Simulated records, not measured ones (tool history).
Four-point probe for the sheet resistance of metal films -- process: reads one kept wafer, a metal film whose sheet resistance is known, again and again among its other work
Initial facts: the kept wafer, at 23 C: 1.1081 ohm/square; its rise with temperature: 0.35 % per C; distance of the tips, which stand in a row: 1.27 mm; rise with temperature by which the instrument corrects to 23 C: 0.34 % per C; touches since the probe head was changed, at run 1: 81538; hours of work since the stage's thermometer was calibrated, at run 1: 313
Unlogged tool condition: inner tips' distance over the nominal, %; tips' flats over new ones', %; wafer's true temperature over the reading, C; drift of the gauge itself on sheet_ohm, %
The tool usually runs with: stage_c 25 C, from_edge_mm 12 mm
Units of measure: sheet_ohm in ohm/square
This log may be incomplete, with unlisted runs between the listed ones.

run	hour	stage_c	from_edge_mm	touches since the probe head was changed	hours of work since the stage's thermometer was calibrated	sheet_ohm
1	0	25	12	81538	313	1.128751
2	19.3	25	19	82311	326	1.124526
3	33.8	25	19	82890	335	1.124369
4	50.8	25	12	83569	346	1.128492
5	60	25	62	83934	352	1.121907
6	73.1	25	15	84458	361	1.126496
7	92.9	25	15	85249	374	1.126206
8	109.7	20	34	85921	385	1.122392
9	125.9	20	20	86569	396	1.124424
10	136.2	20	20	86979	403	1.124172
11	146.7	20	20	87400	410	1.124282
12	159.5	20	20	87909	418	1.124294

What if the next run were any one of these 4? Each begins from the tool's condition after run 12:
# hour 173.9: new probe head fitted
A	173.9	20	25	0	427	?
# hour 173.9: new probe head fitted
B	173.9	35	11	0	427	?
# hour 173.9: new probe head fitted
C	173.9	22	3	0	427	?
# hour 173.9: new probe head fitted
D	173.9	20	12	0	427	?

run	sheet_ohm
A	1.108894
B	1.116494
C	1.204347
D	1.113654
Without the tool's hidden state the same runs would have given:
run	sheet_ohm
A	1.109359
B	1.116962
C	1.204848
D	1.114121
